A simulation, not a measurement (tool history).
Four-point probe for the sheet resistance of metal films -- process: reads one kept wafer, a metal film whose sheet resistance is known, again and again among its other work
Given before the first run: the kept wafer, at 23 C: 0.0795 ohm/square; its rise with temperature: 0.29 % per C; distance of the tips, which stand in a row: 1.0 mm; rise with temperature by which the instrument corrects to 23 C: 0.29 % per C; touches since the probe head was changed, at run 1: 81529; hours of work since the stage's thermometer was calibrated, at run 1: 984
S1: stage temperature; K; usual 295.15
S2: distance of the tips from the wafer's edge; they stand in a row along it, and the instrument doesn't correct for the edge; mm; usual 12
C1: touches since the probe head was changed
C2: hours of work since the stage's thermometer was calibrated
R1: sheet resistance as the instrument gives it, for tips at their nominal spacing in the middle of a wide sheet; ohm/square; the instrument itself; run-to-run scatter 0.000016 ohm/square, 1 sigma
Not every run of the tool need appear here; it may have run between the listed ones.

run	hour	S1	S2	C1	C2	R1
1	0	295.15	12	81529	984	0.080124
2	83.5	295.15	12	85097	1040	0.080153
3	123.8	295.15	12	86819	1067	0.080148
4	167.2	295.15	4	88674	1096	0.082482
5	209.8	293.15	4	90497	1125	0.082491
6	301.1	295.15	12	94400	1186	0.080189
# hour 306.6: stage's thermometer calibrated
7	343.8	297.15	12	96203	25	0.080236

Run 8 is up next; what results do you expect?
8	383.7	296.15	64	97909	52	?

R1: 0.079956 ohm/square
Minus the tool's unlogged condition, the same run would have read R1 0.079504 ohm/square.

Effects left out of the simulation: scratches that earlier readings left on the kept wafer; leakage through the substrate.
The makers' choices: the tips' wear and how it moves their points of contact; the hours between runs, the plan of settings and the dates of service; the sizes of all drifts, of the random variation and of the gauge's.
